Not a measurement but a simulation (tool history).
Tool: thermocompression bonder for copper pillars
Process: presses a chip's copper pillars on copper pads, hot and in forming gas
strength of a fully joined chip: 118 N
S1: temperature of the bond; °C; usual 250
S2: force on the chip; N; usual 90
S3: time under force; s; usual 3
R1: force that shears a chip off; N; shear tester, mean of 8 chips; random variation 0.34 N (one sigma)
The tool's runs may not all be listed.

run	hour	S1	S2	S3	R1
1	0.0	250	90	3	60.7
2	19.5	250	90	3	60.1
3	38.5	250	90	3	60.9
4	51.6	250	90	3	60.8
5	67.4	250	90	3	60.8
6	86.9	250	90	3	60.7
7	106.3	250	90	3	60.9
8	117.9	250	90	3	61.1
9	132.6	245	90	3	56.5
10	148.8	245	90	3	56.5
11	162.8	245	90	3	56.4
12	180.3	245	90	3	57.0
13	193.4	245	90	3	56.7
14	205.4	250	90	2	53.3
15	224.1	250	90	2	53.4
16	240.7	250	98	3	66.3
17	249.9	250	90	3	62.0
18	260.4	250	92	3	62.7
19	281.1	250	92	3	62.8
# hour 288.4: forming gas filter changed
20	290.2	250	92	3	63.2
21	303.3	228	90	3	41.7
22	314.4	230	68	2	27.6
23	331.5	240	54	3	32.5
24	342.3	240	54	3	32.3
# hour 353.3: gauge calibrated
25	361.4	250	83	3	56.7
26	375.7	273	122	7	110.0
27	386.1	252	90	4	69.4
28	401.2	257	97	2	62.3
29	418.7	262	90	3	72.4
30	428.6	270	90	3	79.3
31	444.4	263	84	7	87.8
32	464.2	245	131	2	67.1
33	484.5	249	90	3	59.4
34	501.8	255	90	3	65.8
35	521.6	250	90	5	71.9
36	542.2	250	90	5	73.0
37	554.1	246	90	5	67.9
38	566.3	254	86	5	74.4
39	584.4	223	80	3	33.6

Measured less the same run without the tool's hidden state. The same run-to-run variation is in both; the gauge's scatter may not be:
The hidden state here: true temperature of the bond over the reading, C; force that reaches the chip, % of what is set; oxide that the forming gas leaves, % of the face; drift of the gauge itself on shear_n, %.
run	R1
1	+0.0
2	+0.1
3	+0.2
4	+0.3
5	+0.3
6	+0.5
7	+0.6
8	+0.6
9	+0.6
10	+0.7
11	+0.8
12	+0.8
13	+0.9
14	+0.9
15	+1.0
16	+1.3
17	+1.3
18	+1.3
19	+1.5
20	+1.7
21	+1.2
22	+0.8
23	+0.9
24	+1.0
25	+0.2
26	+0.3
27	+0.3
28	+0.4
29	+0.5
30	+0.6
31	+0.7
32	+0.8
33	+0.8
34	+0.9
35	+1.1
36	+1.2
37	+1.3
38	+1.5
39	+0.7

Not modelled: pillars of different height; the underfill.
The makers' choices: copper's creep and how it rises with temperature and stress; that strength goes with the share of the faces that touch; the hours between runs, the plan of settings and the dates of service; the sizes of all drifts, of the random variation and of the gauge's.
